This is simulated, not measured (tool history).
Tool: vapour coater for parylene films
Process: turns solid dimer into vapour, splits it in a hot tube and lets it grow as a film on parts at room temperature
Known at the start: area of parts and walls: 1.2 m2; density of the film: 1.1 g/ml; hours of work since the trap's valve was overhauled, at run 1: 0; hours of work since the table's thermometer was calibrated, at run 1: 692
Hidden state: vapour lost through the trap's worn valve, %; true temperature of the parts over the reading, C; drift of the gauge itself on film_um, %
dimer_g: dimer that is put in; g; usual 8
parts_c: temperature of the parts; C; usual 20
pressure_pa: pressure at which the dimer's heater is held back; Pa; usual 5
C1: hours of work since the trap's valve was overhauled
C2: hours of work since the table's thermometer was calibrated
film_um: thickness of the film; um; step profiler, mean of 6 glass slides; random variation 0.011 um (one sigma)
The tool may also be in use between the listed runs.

Run 1, hour 0: usual settings; C1 0; C2 692. Result: film_um 2.91 um.
Run 2, hour 55.9: usual settings; C1 25; C2 717. Result: film_um 2.91 um.
Run 3, hour 89.6: usual settings; C1 40; C2 732. Result: film_um 2.92 um.
Run 4, hour 153.8: usual settings; C1 68; C2 760. Result: film_um 2.92 um.
Run 5, hour 181.7: usual settings; C1 80; C2 772. Result: film_um 2.89 um.
At hour 191.4: trap's valve overhauled.
Run 6, hour 247.2: usual settings but pressure_pa 4.31 Pa; C1 25; C2 800. Result: film_um 2.93 um.
Run 7, hour 276.9: usual settings but pressure_pa 4.31 Pa; C1 38; C2 813. Result: film_um 2.94 um.
Run 8, hour 320: usual settings but pressure_pa 4.31 Pa; C1 57; C2 832. Result: film_um 2.94 um.

Forecast run 9:
At hour 354.8: trap's valve overhauled, once more.
Run 9, hour 378: usual settings but pressure_pa 5.37 Pa; C1 10; C2 856. Result: film_um ?.

{"run 9": {"film_um": 2.91}}
Without the tool's hidden state the same run would have given film_um 2.87 um.
